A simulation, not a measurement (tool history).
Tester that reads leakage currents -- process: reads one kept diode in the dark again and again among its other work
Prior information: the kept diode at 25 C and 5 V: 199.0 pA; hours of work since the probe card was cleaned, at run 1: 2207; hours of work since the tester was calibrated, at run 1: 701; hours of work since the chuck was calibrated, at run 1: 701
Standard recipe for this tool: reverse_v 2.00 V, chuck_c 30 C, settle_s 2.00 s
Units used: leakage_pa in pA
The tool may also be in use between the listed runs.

run	day	reverse_v	chuck_c	settle_s	hours of work since the probe card was cleaned	hours of work since the tester was calibrated	hours of work since the chuck was calibrated	leakage_pa
1	0.000	2.00	30	2.00	2207	701	701	212.49
2	1.492	2.00	30	2.00	2230	725	725	214.26
3	3.508	2.00	30	2.00	2262	756	756	213.90
4	5.292	2.00	30	0.40	2290	784	784	213.50
5	7.971	2.00	30	0.40	2332	827	827	212.77
6	10.721	2.00	30	0.40	2375	870	870	212.58
7	12.071	2.00	26	2.00	2397	891	891	154.09
8	13.650	2.00	26	2.00	2422	916	916	154.46
9	16.196	2.00	30	2.00	2462	956	956	211.78
10	18.542	5.83	28	2.00	2499	993	993	252.16
11	20.133	1.38	30	3.49	2524	1018	1018	188.13
# day 21.496: probe card cleaned and baked
12	21.496	5.66	45	0.38	0	1038	1038	884.24
13	22.829	5.66	45	0.38	21	1059	1059	886.36
14	25.421	5.32	28	3.15	62	1100	1100	239.44
15	27.429	5.32	28	3.15	93	1131	1131	240.87
16	29.629	5.32	28	3.15	128	1166	1166	239.08

What does the tool deliver on the next run?
17	31.371	1.11	32	2.00	156	1193	1193	?

{"run 17": {"leakage_pa": 201.45}}
Without the tool's hidden state the same run would have given leakage_pa 217.42 pA.

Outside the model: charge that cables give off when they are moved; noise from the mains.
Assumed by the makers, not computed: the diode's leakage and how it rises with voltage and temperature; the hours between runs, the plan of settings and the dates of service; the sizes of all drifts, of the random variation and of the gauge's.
